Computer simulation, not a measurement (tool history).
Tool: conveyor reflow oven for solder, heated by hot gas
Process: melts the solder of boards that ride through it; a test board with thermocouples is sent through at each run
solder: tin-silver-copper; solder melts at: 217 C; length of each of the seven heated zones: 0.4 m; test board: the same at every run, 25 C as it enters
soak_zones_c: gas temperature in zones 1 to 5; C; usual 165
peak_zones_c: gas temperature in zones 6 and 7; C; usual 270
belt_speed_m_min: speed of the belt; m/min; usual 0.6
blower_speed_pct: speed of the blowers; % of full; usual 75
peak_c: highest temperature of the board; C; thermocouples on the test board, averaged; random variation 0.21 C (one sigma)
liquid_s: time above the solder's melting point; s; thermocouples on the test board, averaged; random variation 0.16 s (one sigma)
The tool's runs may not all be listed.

run     day  soak_zones_c  peak_zones_c  belt_speed_m_min  blower_speed_pct  peak_c  liquid_s
  1       0           165           270               0.6                75   253.3      58.3
  2   0.625           165           270               0.6                75   253.4      58.3
  3   1.317           165           270               0.6                75   253.4      58.2
  4   1.958           165           270               0.6                65   250.4        55
  5   2.392           165           270               0.6                65     250      55.1
  6   2.775           165           270               0.6                65     250      54.9
  7   3.208           165           270               0.6                65   249.6      54.9
  8   3.592           153           270               0.6                75   250.2      52.2
  9   4.092           165           278               0.6                75   258.9      62.1
 10   5.038           165           270               0.6                75   254.5      59.5
 11   5.888           165           270               0.6                59   250.3        55
 12   6.683           165           270               0.6                59   250.1      54.9
 13   7.246           165           270               0.6                75   253.5      59.3
 14   7.725           165           270               0.6                75   253.5      59.2
 15   8.554           165           270              0.54                75   258.1        70
 16   9.029           165           269               0.6                79   254.8      60.1
 17   9.446           165           277               0.6                81   262.5      64.6
 18   9.883           152           279               0.6                66   258.4      57.9
 19  10.317           173           279               0.6                66   261.5      66.3
 20  11.017           165           270             0.487                70   259.4      79.2
 21  11.504           165           270             0.487                70   259.3      79.3
 22  12.104           177           271             0.587                66     256      66.1
 23   12.75           165           270             0.528                75   258.3      71.6
 24    13.5           165           276              0.58                75   260.7      65.8
 25  13.975           165           276              0.58                75   260.7        66
 26  14.725           153           276              0.58                75   258.6        61
 27  15.567           165           262             0.609                75   247.9        54
 28  16.283           165           262             0.609                72   247.3      53.4
 29  16.712           168           262             0.566                72   249.4      61.3
 30  17.571           168           262             0.566                55   245.4      55.4

Taken out of this log: 4 entries between the listed runs. Where each belongs, and how the hidden state differs across it:
Between runs 3 and 4: flux residue cleaned out of gas plates and filters (day 1.679)
  heat that the gas passes to the board, % of a clean oven's: 94.3 -> 92.4; belt's true speed, % of the reading: 99.06 -> 99.04; true gas temperature in zones 6 and 7 over the reading, C: -1.01 -> -1.02
  measured less the result without the state, peak_c: -2 -> -2.4 C; liquid_s: -1.2 -> -1.8 s
Between runs 9 and 10: flux residue cleaned out of gas plates and filters, once more (day 4.925)
  heat that the gas passes to the board, % of a clean oven's: 91.3 -> 99.6; belt's true speed, % of the reading: 98.95 -> 98.91; true gas temperature in zones 6 and 7 over the reading, C: -1.08 -> -1.1
  measured less the result without the state, peak_c: -3 -> -0.8 C; liquid_s: -1.5 -> +0.2 s
Between runs 14 and 15: thermocouples of zones 6 and 7 changed (day 7.862)
  heat that the gas passes to the board, % of a clean oven's: 98.1 -> 97.6; belt's true speed, % of the reading: 98.8 -> 98.77; true gas temperature in zones 6 and 7 over the reading, C: -1.18 -> 0.04
  measured less the result without the state, peak_c: -1.2 -> -0.1 C; liquid_s: -0.1 -> +0.7 s
Between runs 26 and 27: flux residue cleaned out of gas plates and filters (day 15.412)
  heat that the gas passes to the board, % of a clean oven's: 94.2 -> 99.8; belt's true speed, % of the reading: 98.51 -> 98.48; true gas temperature in zones 6 and 7 over the reading, C: -0.13 -> -0.15
  measured less the result without the state, peak_c: -1.2 -> +0.3 C; liquid_s: -0.2 -> +1.2 s
